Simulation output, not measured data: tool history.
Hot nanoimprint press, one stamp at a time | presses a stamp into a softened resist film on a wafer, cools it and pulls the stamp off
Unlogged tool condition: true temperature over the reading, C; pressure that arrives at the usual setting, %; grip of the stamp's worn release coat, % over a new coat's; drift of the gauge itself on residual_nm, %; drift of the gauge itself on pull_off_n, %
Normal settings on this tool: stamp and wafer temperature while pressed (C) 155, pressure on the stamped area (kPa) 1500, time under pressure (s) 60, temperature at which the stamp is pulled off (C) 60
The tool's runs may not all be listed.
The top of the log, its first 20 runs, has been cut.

run   hour  stamp and wafer temperature while pressed (C)  pressure on the stamped area (kPa)  time under pressure (s)  temperature at which the stamp is pulled off (C)  hours of work since the thermocouple was calibrated  imprints on the stamp's release coat  hours of work since the press's seals were changed  resist left under the stamp's widest pad (Å)  greatest force while the stamp is pulled off (N)
 21    246                                            166                                1500                       44                                                64                                                   22                                    61                                                 483                                          1876                                               185
 22  258.9                                            155                                1500                       51                                                48                                                   31                                   102                                                 493                                          2979                                               234
 23  273.1                                            155                                1500                       51                                                48                                                   42                                   147                                                 503                                          2976                                               230
 24  285.7                                            155                                1500                       51                                                48                                                   51                                   187                                                 512                                          2967                                               244
     289.4  -- plate thermocouple calibrated, once more
 25  296.9                                            155                                1920                       60                                                55                                                    5                                   212                                                 518                                          2610                                               227
 26  308.8                                            155                                1560                       73                                                55                                                   14                                   250                                                 527                                          2630                                               227
 27  319.2                                            155                                1560                       73                                                55                                                   22                                   283                                                 535                                          2640                                               229
 28  333.9                                            161                                1100                       81                                                55                                                   33                                   329                                                 546                                          2196                                               228
 29  345.5                                            161                                1100                       81                                                55                                                   41                                   366                                                 554                                          2210                                               233
 30  361.4                                            155                                1490                       48                                                60                                                   53                                   416                                                 566                                          3159                                               227

Forecast each of these 3 alternatives for the next run:
  A  371.4                                            149                                1490                       48                                                52                                                   60                                   448                                                 573                                             ?                                                 ?
  B  371.4                                            155                                1410                       46                                                65                                                   60                                   448                                                 573                                             ?                                                 ?
  C  371.4                                            155                                1720                       48                                                60                                                   60                                   448                                                 573                                             ?                                                 ?

run  resist left under the stamp's widest pad (Å)  greatest force while the stamp is pulled off (N)
  A                                          4170                                               249
  B                                          3265                                               217
  C                                          2990                                               225
Without the tool's hidden state the same runs would have given:
run  resist left under the stamp's widest pad (Å)  greatest force while the stamp is pulled off (N)
  A                                          4154                                               217
  B                                          3250                                               189
  C                                          2967                                               196
